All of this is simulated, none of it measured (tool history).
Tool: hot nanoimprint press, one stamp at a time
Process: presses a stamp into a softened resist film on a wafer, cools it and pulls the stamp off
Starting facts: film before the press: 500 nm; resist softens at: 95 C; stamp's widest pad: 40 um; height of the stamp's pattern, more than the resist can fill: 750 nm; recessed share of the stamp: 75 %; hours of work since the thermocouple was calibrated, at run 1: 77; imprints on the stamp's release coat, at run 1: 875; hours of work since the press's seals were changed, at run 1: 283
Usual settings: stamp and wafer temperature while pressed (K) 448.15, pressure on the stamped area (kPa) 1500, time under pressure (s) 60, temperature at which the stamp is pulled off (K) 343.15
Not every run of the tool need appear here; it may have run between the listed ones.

run	day	stamp and wafer temperature while pressed (K)	pressure on the stamped area (kPa)	time under pressure (s)	temperature at which the stamp is pulled off (K)	hours of work since the thermocouple was calibrated	imprints on the stamp's release coat	hours of work since the press's seals were changed	resist left under the stamp's widest pad (Å)	greatest force while the stamp is pulled off (N)
1	0	448.15	1500	60	343.15	77	875	283	1850	162
2	0.908	448.15	1500	60	343.15	92	978	299	1871	169
3	2.7	448.15	1500	60	350.15	123	1181	329	1894	179
4	4.408	448.15	1500	60	350.15	153	1375	359	1885	172
# day 5.717: stamp cleaned and given a new release coat
5	5.954	448.15	1480	60	343.15	175	26	381	1906	128
6	7.021	441.15	1500	60	343.15	193	147	400	2676	137
7	8.558	448.15	1050	60	343.15	220	322	426	2235	138
8	9.712	448.15	1500	60	335.15	240	453	446	1941	154
9	10.829	448.15	1500	60	335.15	259	579	465	1941	164
# day 11.412: plate thermocouple calibrated
10	12.996	448.15	1020	64	335.15	27	810	501	2176	175
11	15.154	448.15	1020	64	335.15	65	1055	538	2171	178
12	16.408	448.15	1810	48	346.15	86	1197	559	1926	178
13	18.004	448.15	1810	48	346.15	114	1378	587	1941	180
# day 19.242: stamp cleaned and given a new release coat
14	19.442	448.15	1810	48	346.15	134	23	607	1969	120
15	20.75	457.15	1500	60	343.15	157	171	630	1229	133
16	22.367	448.15	1200	60	343.15	185	354	658	2150	145

Predict each of these 5 candidate next runs independently; none follows another, all start after run 16:
A	23.45	451.15	940	64	343.15	203	477	677	?	?
B	23.45	448.15	1040	91	342.15	203	477	677	?	?
C	23.45	445.15	1110	60	335.15	203	477	677	?	?
D	23.45	452.15	1500	99	349.15	203	477	677	?	?
E	23.45	439.15	970	60	343.15	203	477	677	?	?

run	resist left under the stamp's widest pad (Å)	greatest force while the stamp is pulled off (N)
A	2027	150
B	1906	151
C	2592	156
D	1285	142
E	3425	149
Without the tool's hidden state the same runs would have given:
run	resist left under the stamp's widest pad (Å)	greatest force while the stamp is pulled off (N)
A	1894	127
B	1773	128
C	2426	133
D	1183	121
E	3256	126

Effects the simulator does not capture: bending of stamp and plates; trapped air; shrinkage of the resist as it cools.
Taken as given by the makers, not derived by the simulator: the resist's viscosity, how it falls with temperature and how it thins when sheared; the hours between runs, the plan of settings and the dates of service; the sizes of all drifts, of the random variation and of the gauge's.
